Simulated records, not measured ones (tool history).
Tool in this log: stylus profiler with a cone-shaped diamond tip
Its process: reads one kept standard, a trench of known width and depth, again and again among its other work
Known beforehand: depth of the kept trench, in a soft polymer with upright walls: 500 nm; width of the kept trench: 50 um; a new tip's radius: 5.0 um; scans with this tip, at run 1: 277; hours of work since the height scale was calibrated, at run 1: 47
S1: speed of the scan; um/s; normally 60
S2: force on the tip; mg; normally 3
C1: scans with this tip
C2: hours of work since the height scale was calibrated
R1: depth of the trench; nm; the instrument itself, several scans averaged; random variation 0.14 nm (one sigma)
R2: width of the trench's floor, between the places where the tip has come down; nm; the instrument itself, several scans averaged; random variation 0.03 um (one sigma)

run,hour,S1,S2,C1,C2,R1,R2
1,0,60,3,277,47,505.16,45490
2,16.1,60,3,353,60,504.72,45490
3,35.8,60,3,446,76,504.93,45460
4,48.2,60,3,504,86,504.94,45440
5,64.3,60,3,580,98,504.87,45450
6,84.9,60,3,676,115,504.89,45450
7,96.9,34,3,733,124,504.89,45540
8,112.9,34,3,808,137,505.07,45530
9,137.6,34,3,924,157,504.73,45590
10,148.6,34,3,976,166,505.05,45590
11,164.9,34,3,1053,179,504.89,45510
12,188.4,34,3,1163,197,505.12,45530
13,205.5,34,3,1244,211,504.94,45540
14,228.9,60,3,1354,230,504.84,45430
15,239.1,136,3,1402,238,505.03,45230
16,252.7,60,3.61,1466,249,505.69,45530
17,276.5,60,3.61,1578,268,505.54,45470
18,288.4,55,3,1634,277,504.9,45490
19,303.8,60,3,1706,289,505.33,45500
20,323.4,60,3,1798,305,504.98,45480
21,338.2,60,3,1868,317,505.04,45500
22,356.4,60,4.32,1953,331,506.36,45510
23,374.1,148,4.62,2036,345,506.69,45230
24,388.9,135,4.84,2106,357,506.89,45290
25,412.9,60,5.76,2219,376,507.83,45440
26,427.2,95,1.44,2286,388,503.29,45270
27,444.5,212,1.77,2368,402,503.63,44790
28,457.8,212,1.77,2430,412,503.3,44770
29,480.7,212,1.77,2538,430,503.54,44820
30,491.3,212,1.77,2588,439,503.68,44770
31,507.2,212,1.77,2663,452,503.58,44810
32,526.3,212,1.77,2752,467,503.4,44820
33,544.2,212,1.77,2837,481,503.57,44710
34,567.6,159,3,2947,500,505.11,45100
35,586.8,16,3,3037,515,504.99,45560
36,604.3,16,3,3119,529,504.92,45520
37,619.5,189,4.12,3191,541,505.94,45130
38,631,23,2.47,3245,550,504.27,45550
39,647.1,23,2.47,3320,563,504.5,45570

Each row is a separate what-if for the run after 39, all from the same tool condition, not one after another. Results?
A,670.7,44,2.47,3431,582,?,?
B,670.7,32,3.07,3431,582,?,?
C,670.7,24,1.05,3431,582,?,?

run,R1,R2
A,504.23,45470
B,504.91,45560
C,502.48,45540
The same runs, with their run-to-run variation unchanged, on a tool lacking any hidden condition would have given:
run,R1,R2
A,504.22,45470
B,504.9,45570
C,502.47,45540
